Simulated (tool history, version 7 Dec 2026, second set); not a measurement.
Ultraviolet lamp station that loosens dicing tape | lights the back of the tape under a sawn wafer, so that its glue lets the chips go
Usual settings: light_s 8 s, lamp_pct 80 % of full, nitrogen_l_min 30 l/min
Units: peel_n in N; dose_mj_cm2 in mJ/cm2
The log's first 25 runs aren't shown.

| run | hour | light_s | lamp_pct | nitrogen_l_min | hours of work of the lamp | hours of work since the window was cleaned | peel_n | dose_mj_cm2 |
|---|---|---|---|---|---|---|---|---|
| 26 | 724.7 | 11 | 70 | 25 | 391 | 61 | 0.76 | 325 |
| 27 | 766.5 | 11 | 70 | 25 | 415 | 84 | 0.76 | 314 |
| 28 | 807.3 | 12 | 80 | 30 | 438 | 107 | 0.39 | 384 |
| 29 | 824.4 | 12 | 80 | 30 | 447 | 117 | 0.408 | 382 |
| 30 | 853.4 | 12 | 80 | 30 | 463 | 133 | 0.424 | 375 |
| 31 | 887.7 | 12 | 80 | 30 | 483 | 152 | 0.438 | 370 |
| 32 | 923.8 | 5 | 60 | 51 | 503 | 172 | 2.493 | 114 |
| 33 | 954.5 | 8 | 77 | 30 | 520 | 190 | 1.236 | 229 |
| 34 | 975.5 | 14 | 77 | 19 | 532 | 201 | 0.579 | 400 |
| 35 | 1006.9 | 7 | 80 | 17 | 549 | 219 | 2.172 | 202 |
| 36 | 1032.7 | 8 | 80 | 9 | 564 | 233 | 2.511 | 231 |
| 37 | 1068.5 | 8 | 80 | 9 | 584 | 254 | 2.58 | 225 |
| 38 | 1091.4 | 10 | 65 | 20 | 597 | 266 | 1.653 | 232 |
| 39 | 1121.4 | 14 | 64 | 30 | 614 | 283 | 0.674 | 312 |
| 40 | 1139.6 | 15 | 83 | 29 | 624 | 293 | 0.311 | 424 |
| 41 | 1170.3 | 8 | 90 | 11 | 641 | 311 | 2.18 | 246 |
|  | 1173.2 | window cleaned of glue's vapour |
| 42 | 1208.8 | 9 | 86 | 39 | 662 | 20 | 0.684 | 279 |
| 43 | 1228.7 | 10 | 68 | 22 | 673 | 31 | 1.366 | 242 |

4 ways to go on from here, each from the tool as it stands after run 43. What would each give?
| A | 1265.1 | 10 | 82 | 22 | 694 | 52 | ? | ? |
| B | 1265.1 | 14 | 80 | 14 | 694 | 52 | ? | ? |
| C | 1265.1 | 8 | 90 | 22 | 694 | 52 | ? | ? |
| D | 1265.1 | 8 | 68 | 22 | 694 | 52 | ? | ? |

| run | peel_n | dose_mj_cm2 |
|---|---|---|
| A | 1.078 | 285 |
| B | 0.807 | 398 |
| C | 1.345 | 247 |
| D | 2.082 | 188 |
Without the tool's hidden state the same runs would have given:
| run | peel_n | dose_mj_cm2 |
|---|---|---|
| A | 0.433 | 427 |
| B | 0.298 | 594 |
| C | 0.585 | 371 |
| D | 1.096 | 282 |
